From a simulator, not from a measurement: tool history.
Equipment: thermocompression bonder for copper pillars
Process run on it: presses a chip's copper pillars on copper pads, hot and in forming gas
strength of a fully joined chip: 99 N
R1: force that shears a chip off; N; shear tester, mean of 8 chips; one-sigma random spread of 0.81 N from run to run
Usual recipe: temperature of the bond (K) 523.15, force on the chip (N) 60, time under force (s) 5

run 1 hour=0 | temperature_of_the_bond_(K)=523.15 force_on_the_chip_(N)=60 time_under_force_(s)=5 | R1=62.7
run 2 hour=7.4 | temperature_of_the_bond_(K)=523.15 force_on_the_chip_(N)=60 time_under_force_(s)=6 | R1=65.3
run 3 hour=17 | temperature_of_the_bond_(K)=523.15 force_on_the_chip_(N)=45 time_under_force_(s)=6 | R1=50.6
run 4 hour=24.7 | temperature_of_the_bond_(K)=523.15 force_on_the_chip_(N)=45 time_under_force_(s)=6 | R1=50.4
run 5 hour=32.6 | temperature_of_the_bond_(K)=523.15 force_on_the_chip_(N)=45 time_under_force_(s)=6 | R1=50
run 6 hour=42.8 | temperature_of_the_bond_(K)=523.15 force_on_the_chip_(N)=45 time_under_force_(s)=6 | R1=50.9
run 7 hour=58.3 | temperature_of_the_bond_(K)=523.15 force_on_the_chip_(N)=60 time_under_force_(s)=5 | R1=61.4
run 8 hour=68.9 | temperature_of_the_bond_(K)=523.15 force_on_the_chip_(N)=60 time_under_force_(s)=5 | R1=61.7
run 9 hour=77.3 | temperature_of_the_bond_(K)=523.15 force_on_the_chip_(N)=60 time_under_force_(s)=5 | R1=62.5
run 10 hour=86.9 | temperature_of_the_bond_(K)=523.15 force_on_the_chip_(N)=60 time_under_force_(s)=8 | R1=70.6
run 11 hour=99.7 | temperature_of_the_bond_(K)=511.15 force_on_the_chip_(N)=60 time_under_force_(s)=5 | R1=55.1
run 12 hour=115.5 | temperature_of_the_bond_(K)=511.15 force_on_the_chip_(N)=60 time_under_force_(s)=5 | R1=54.7
run 13 hour=122.9 | temperature_of_the_bond_(K)=511.15 force_on_the_chip_(N)=60 time_under_force_(s)=5 | R1=53.8
run 14 hour=137.6 | temperature_of_the_bond_(K)=511.15 force_on_the_chip_(N)=60 time_under_force_(s)=5 | R1=53.9
run 15 hour=148.7 | temperature_of_the_bond_(K)=511.15 force_on_the_chip_(N)=60 time_under_force_(s)=5 | R1=54.5
run 16 hour=155.8 | temperature_of_the_bond_(K)=511.15 force_on_the_chip_(N)=60 time_under_force_(s)=6 | R1=57.5
run 17 hour=169.7 | temperature_of_the_bond_(K)=500.15 force_on_the_chip_(N)=60 time_under_force_(s)=6 | R1=51.8
run 18 hour=177.7 | temperature_of_the_bond_(K)=500.15 force_on_the_chip_(N)=60 time_under_force_(s)=6 | R1=51
run 19 hour=187.5 | temperature_of_the_bond_(K)=500.15 force_on_the_chip_(N)=60 time_under_force_(s)=6 | R1=51.5
run 20 hour=197.8 | temperature_of_the_bond_(K)=523.15 force_on_the_chip_(N)=60 time_under_force_(s)=10 | R1=72
-- hour=200.6 force cell calibrated
run 21 hour=208.3 | temperature_of_the_bond_(K)=494.15 force_on_the_chip_(N)=39 time_under_force_(s)=3 | R1=22.8
run 22 hour=219.7 | temperature_of_the_bond_(K)=550.15 force_on_the_chip_(N)=40 time_under_force_(s)=5 | R1=55
run 23 hour=234.7 | temperature_of_the_bond_(K)=517.15 force_on_the_chip_(N)=50 time_under_force_(s)=5 | R1=48.7
run 24 hour=248.6 | temperature_of_the_bond_(K)=532.15 force_on_the_chip_(N)=51 time_under_force_(s)=10 | R1=70.1
run 25 hour=259.5 | temperature_of_the_bond_(K)=550.15 force_on_the_chip_(N)=43 time_under_force_(s)=6 | R1=62.1
run 26 hour=272 | temperature_of_the_bond_(K)=526.15 force_on_the_chip_(N)=43 time_under_force_(s)=8 | R1=54.3
run 27 hour=284.1 | temperature_of_the_bond_(K)=495.15 force_on_the_chip_(N)=67 time_under_force_(s)=3 | R1=43.2
-- hour=290.1 force cell calibrated, once more
run 28 hour=299.6 | temperature_of_the_bond_(K)=497.15 force_on_the_chip_(N)=41 time_under_force_(s)=5 | R1=29.6
run 29 hour=309.8 | temperature_of_the_bond_(K)=497.15 force_on_the_chip_(N)=41 time_under_force_(s)=5 | R1=29
-- hour=315.8 forming gas filter changed
run 30 hour=317.4 | temperature_of_the_bond_(K)=503.15 force_on_the_chip_(N)=69 time_under_force_(s)=4 | R1=52.3
run 31 hour=328.3 | temperature_of_the_bond_(K)=524.15 force_on_the_chip_(N)=86 time_under_force_(s)=5 | R1=78.1
run 32 hour=335.5 | temperature_of_the_bond_(K)=507.15 force_on_the_chip_(N)=60 time_under_force_(s)=5 | R1=51.4
run 33 hour=342.7 | temperature_of_the_bond_(K)=507.15 force_on_the_chip_(N)=60 time_under_force_(s)=5 | R1=51.7
run 34 hour=355 | temperature_of_the_bond_(K)=531.15 force_on_the_chip_(N)=84 time_under_force_(s)=7 | R1=86.4
run 35 hour=365.6 | temperature_of_the_bond_(K)=523.15 force_on_the_chip_(N)=60 time_under_force_(s)=4 | R1=56.7
run 36 hour=376.6 | temperature_of_the_bond_(K)=523.15 force_on_the_chip_(N)=60 time_under_force_(s)=4 | R1=55
run 37 hour=389.5 | temperature_of_the_bond_(K)=516.15 force_on_the_chip_(N)=37 time_under_force_(s)=14 | R1=49.1
run 38 hour=401.3 | temperature_of_the_bond_(K)=526.15 force_on_the_chip_(N)=60 time_under_force_(s)=7 | R1=66.7
run 39 hour=410 | temperature_of_the_bond_(K)=543.15 force_on_the_chip_(N)=45 time_under_force_(s)=12 | R1=71.2

Table of differences, measured result less the result of that run with no hidden state. Run-to-run variation is the same in both. Gauge scatter possibly is not:
The tool's hidden condition here consists of: true temperature of the bond over the reading, C; force that reaches the chip, % of what is set; oxide that the forming gas leaves, % of the face; drift of the gauge itself on shear_n, %.
run=1 R1=-2.2
run=2 R1=-2.3
run=3 R1=-2.1
run=4 R1=-2.2
run=5 R1=-2.2
run=6 R1=-2.3
run=7 R1=-2.6
run=8 R1=-2.7
run=9 R1=-2.8
run=10 R1=-2.8
run=11 R1=-3
run=12 R1=-3.1
run=13 R1=-3.2
run=14 R1=-3.2
run=15 R1=-3.3
run=16 R1=-3.5
run=17 R1=-3.5
run=18 R1=-3.6
run=19 R1=-3.7
run=20 R1=-3.6
run=21 R1=-1.9
run=22 R1=-2.9
run=23 R1=-3.3
run=24 R1=-3.4
run=25 R1=-3.2
run=26 R1=-3.6
run=27 R1=-3.6
run=28 R1=-3.8
run=29 R1=-3.9
run=30 R1=-4.6
run=31 R1=-3.7
run=32 R1=-4.6
run=33 R1=-4.7
run=34 R1=-3.2
run=35 R1=-4.7
run=36 R1=-4.7
run=37 R1=-4.7
run=38 R1=-4.7
run=39 R1=-4.4

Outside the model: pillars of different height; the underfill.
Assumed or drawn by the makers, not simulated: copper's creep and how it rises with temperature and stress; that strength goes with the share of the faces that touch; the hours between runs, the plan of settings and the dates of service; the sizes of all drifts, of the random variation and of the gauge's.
